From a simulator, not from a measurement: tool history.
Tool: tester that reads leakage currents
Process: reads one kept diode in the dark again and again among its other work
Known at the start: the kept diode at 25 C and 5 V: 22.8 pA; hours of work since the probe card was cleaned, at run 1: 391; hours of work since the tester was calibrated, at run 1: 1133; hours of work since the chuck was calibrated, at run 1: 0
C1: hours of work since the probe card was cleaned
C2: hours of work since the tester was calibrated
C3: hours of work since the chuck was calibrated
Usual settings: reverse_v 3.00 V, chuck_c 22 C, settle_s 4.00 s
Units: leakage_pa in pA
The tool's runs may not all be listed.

run 1 hour=0.0 | reverse_v=3.00 chuck_c=22 settle_s=4.00 | C1=391 C2=1133 C3=0 | leakage_pa=14.59
run 2 hour=89.6 | reverse_v=13.36 chuck_c=22 settle_s=4.00 | C1=452 C2=1194 C3=61 | leakage_pa=29.65
run 3 hour=158.2 | reverse_v=1.41 chuck_c=22 settle_s=4.00 | C1=499 C2=1240 C3=107 | leakage_pa=9.98
run 4 hour=206.8 | reverse_v=1.41 chuck_c=22 settle_s=4.00 | C1=532 C2=1273 C3=140 | leakage_pa=9.94
run 5 hour=301.3 | reverse_v=1.41 chuck_c=22 settle_s=4.00 | C1=596 C2=1337 C3=205 | leakage_pa=9.82
run 6 hour=406.3 | reverse_v=3.00 chuck_c=22 settle_s=4.00 | C1=667 C2=1409 C3=276 | leakage_pa=13.85
run 7 hour=502.1 | reverse_v=3.00 chuck_c=22 settle_s=4.00 | C1=732 C2=1474 C3=341 | leakage_pa=13.69
run 8 hour=599.6 | reverse_v=3.00 chuck_c=22 settle_s=4.00 | C1=798 C2=1540 C3=407 | leakage_pa=13.55
run 9 hour=659.4 | reverse_v=3.00 chuck_c=22 settle_s=4.00 | C1=839 C2=1581 C3=448 | leakage_pa=13.55
run 10 hour=731.3 | reverse_v=3.00 chuck_c=21 settle_s=4.00 | C1=888 C2=1629 C3=497 | leakage_pa=12.35
run 11 hour=833.1 | reverse_v=3.00 chuck_c=22 settle_s=8.31 | C1=957 C2=1699 C3=566 | leakage_pa=13.23
run 12 hour=889.2 | reverse_v=3.00 chuck_c=22 settle_s=8.31 | C1=995 C2=1737 C3=604 | leakage_pa=13.09
run 13 hour=1003.9 | reverse_v=3.00 chuck_c=22 settle_s=8.31 | C1=1073 C2=1815 C3=682 | leakage_pa=12.80
run 14 hour=1119.3 | reverse_v=3.00 chuck_c=39 settle_s=1.65 | C1=1151 C2=1893 C3=760 | leakage_pa=49.74
run 15 hour=1232.0 | reverse_v=3.00 chuck_c=53 settle_s=0.55 | C1=1228 C2=1969 C3=837 | leakage_pa=139.71
-- hour=1268.7 chuck's temperature calibrated
run 16 hour=1319.3 | reverse_v=3.00 chuck_c=47 settle_s=8.77 | C1=1286 C2=2027 C3=34 | leakage_pa=102.57
run 17 hour=1401.2 | reverse_v=1.31 chuck_c=34 settle_s=1.79 | C1=1341 C2=2083 C3=90 | leakage_pa=25.91
run 18 hour=1511.8 | reverse_v=1.31 chuck_c=34 settle_s=1.79 | C1=1417 C2=2158 C3=165 | leakage_pa=25.57
run 19 hour=1620.8 | reverse_v=1.99 chuck_c=22 settle_s=4.00 | C1=1491 C2=2232 C3=239 | leakage_pa=11.76
run 20 hour=1728.8 | reverse_v=1.99 chuck_c=23 settle_s=4.00 | C1=1564 C2=2305 C3=312 | leakage_pa=12.47
run 21 hour=1841.4 | reverse_v=3.08 chuck_c=23 settle_s=4.00 | C1=1640 C2=2382 C3=389 | leakage_pa=15.26
run 22 hour=1925.7 | reverse_v=2.25 chuck_c=52 settle_s=5.80 | C1=1698 C2=2439 C3=446 | leakage_pa=119.46
run 23 hour=2004.9 | reverse_v=3.88 chuck_c=47 settle_s=8.74 | C1=1752 C2=2493 C3=500 | leakage_pa=106.46
run 24 hour=2081.2 | reverse_v=3.00 chuck_c=37 settle_s=0.38 | C1=1803 C2=2545 C3=552 | leakage_pa=45.84
run 25 hour=2154.8 | reverse_v=3.00 chuck_c=37 settle_s=0.38 | C1=1853 C2=2595 C3=602 | leakage_pa=45.64

Forecast each of these 4 alternatives for the next run:
run A hour=2246.9 | reverse_v=7.71 chuck_c=33 settle_s=8.44 | C1=1916 C2=2657 C3=664 | leakage_pa=?
run B hour=2246.9 | reverse_v=1.27 chuck_c=27 settle_s=0.38 | C1=1916 C2=2657 C3=664 | leakage_pa=?
run C hour=2246.9 | reverse_v=3.00 chuck_c=24 settle_s=1.79 | C1=1916 C2=2657 C3=664 | leakage_pa=?
run D hour=2246.9 | reverse_v=8.95 chuck_c=22 settle_s=4.00 | C1=1916 C2=2657 C3=664 | leakage_pa=?

run=A leakage_pa=49.54
run=B leakage_pa=13.77
run=C leakage_pa=15.95
run=D leakage_pa=23.75
Without the tool's hidden state the same runs would have given:
run=A leakage_pa=54.12
run=B leakage_pa=15.38
run=C leakage_pa=17.27
run=D leakage_pa=23.82

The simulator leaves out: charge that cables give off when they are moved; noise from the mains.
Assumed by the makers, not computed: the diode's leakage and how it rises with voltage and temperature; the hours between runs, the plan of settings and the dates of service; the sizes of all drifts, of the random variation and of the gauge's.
